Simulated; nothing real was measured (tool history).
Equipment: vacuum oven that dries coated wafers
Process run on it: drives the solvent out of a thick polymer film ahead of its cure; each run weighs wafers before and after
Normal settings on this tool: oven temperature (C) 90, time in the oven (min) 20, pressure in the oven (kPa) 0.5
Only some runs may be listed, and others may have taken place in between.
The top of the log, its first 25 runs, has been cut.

Run 26, hour 734.2: usual settings but oven temperature (C) 99, time in the oven (min) 28, pressure in the oven (kPa) 0.27. Result: solvent left in the film (%) 0.19.
Run 27, hour 765.7: usual settings but oven temperature (C) 100, time in the oven (min) 16, pressure in the oven (kPa) 0.27. Result: solvent left in the film (%) 0.32.
Run 28, hour 796.9: usual settings but oven temperature (C) 89, time in the oven (min) 12, pressure in the oven (kPa) 0.392. Result: solvent left in the film (%) 2.12.
Run 29, hour 834.7: usual settings but oven temperature (C) 103, time in the oven (min) 10, pressure in the oven (kPa) 0.29. Result: solvent left in the film (%) 0.38.
Run 30, hour 864.7: usual settings but oven temperature (C) 80, time in the oven (min) 24, pressure in the oven (kPa) 1.376. Result: solvent left in the film (%) 3.8.
Run 31, hour 897: usual settings but oven temperature (C) 81, time in the oven (min) 27, pressure in the oven (kPa) 0.286. Result: solvent left in the film (%) 1.54.
Run 32, hour 924.7: usual settings but oven temperature (C) 97, time in the oven (min) 22, pressure in the oven (kPa) 0.286. Result: solvent left in the film (%) 0.31.
Run 33, hour 947.4: usual settings but time in the oven (min) 10, pressure in the oven (kPa) 1.308. Result: solvent left in the film (%) 3.36.
Run 34, hour 983: usual settings but oven temperature (C) 87. Result: solvent left in the film (%) 1.49.

Below are 4 alternative next runs, each starting from the tool's condition after run 34. Predict each:
Run A, hour 1007.4: usual settings but oven temperature (C) 100, time in the oven (min) 22, pressure in the oven (kPa) 0.416. Result: solvent left in the film (%) ?.
Run B, hour 1007.4: usual settings but oven temperature (C) 88, pressure in the oven (kPa) 0.912. Result: solvent left in the film (%) ?.
Run C, hour 1007.4: usual settings but oven temperature (C) 95, time in the oven (min) 18. Result: solvent left in the film (%) ?.
Run D, hour 1007.4: usual settings but pressure in the oven (kPa) 0.313. Result: solvent left in the film (%) ?.

run  solvent left in the film (%)
  A                          0.38
  B                          1.72
  C                          0.58
  D                          0.77
Stripped of hidden state, with their random variation kept, the same runs would have yielded:
run  solvent left in the film (%)
  A                          0.36
  B                          1.69
  C                          0.56
  D                          0.74
